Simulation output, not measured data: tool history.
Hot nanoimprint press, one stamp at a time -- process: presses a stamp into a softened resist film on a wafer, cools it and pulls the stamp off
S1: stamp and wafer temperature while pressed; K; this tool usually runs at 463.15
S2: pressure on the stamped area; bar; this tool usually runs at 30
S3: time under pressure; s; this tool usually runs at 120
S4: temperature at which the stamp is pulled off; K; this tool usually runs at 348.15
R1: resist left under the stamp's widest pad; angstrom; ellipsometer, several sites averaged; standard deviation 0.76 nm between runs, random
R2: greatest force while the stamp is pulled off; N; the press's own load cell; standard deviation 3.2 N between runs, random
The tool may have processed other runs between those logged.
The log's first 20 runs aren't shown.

Run 21, hour 163.8: usual settings but S1 473.15 K, S2 45.6 bar, S3 86 s. Result: R1 2407 angstrom, R2 193 N.
Run 22, hour 172.1: usual settings but S1 473.15 K, S2 45.6 bar, S3 86 s. Result: R1 2411 angstrom, R2 200 N.
Run 23, hour 179.4: usual settings but S1 473.15 K, S2 45.6 bar, S3 86 s. Result: R1 2411 angstrom, R2 195 N.
Run 24, hour 185.4: usual settings but S1 473.15 K, S2 45.6 bar, S3 86 s. Result: R1 2408 angstrom, R2 199 N.
Run 25, hour 191.1: usual settings but S2 39.7 bar, S3 102 s, S4 355.15 K. Result: R1 3510 angstrom, R2 169 N.
Run 26, hour 199.3: usual settings but S2 42.7 bar, S4 344.15 K. Result: R1 3197 angstrom, R2 214 N.
Run 27, hour 206.8: usual settings but S2 42.7 bar, S4 344.15 K. Result: R1 3202 angstrom, R2 209 N.
Run 28, hour 213.5: usual settings but S2 42.7 bar, S4 344.15 K. Result: R1 3198 angstrom, R2 215 N.
Run 29, hour 221.8: usual settings but S2 42.7 bar, S4 344.15 K. Result: R1 3214 angstrom, R2 220 N.
Run 30, hour 228.5: usual settings but S2 18.1 bar, S3 81 s, S4 344.15 K. Result: R1 4907 angstrom, R2 217 N.

Each row is a separate what-if for the run after 30, all from the same tool condition, not one after another. Results?
Run A, hour 233.7: usual settings but S2 45.6 bar, S3 143 s. Result: R1 ?, R2 ?.
Run B, hour 233.7: usual settings but S1 473.15 K, S2 18.1 bar, S3 81 s, S4 347.15 K. Result: R1 ?, R2 ?.
Run C, hour 233.7: usual settings but S1 468.15 K, S3 87 s, S4 333.15 K. Result: R1 ?, R2 ?.

run    R1   R2
  A  2921  197
  B  3668  206
  C  3462  253
Had the tool no hidden state, the same runs would have come out as:
run    R1   R2
  A  2902  166
  B  3655  174
  C  3446  214
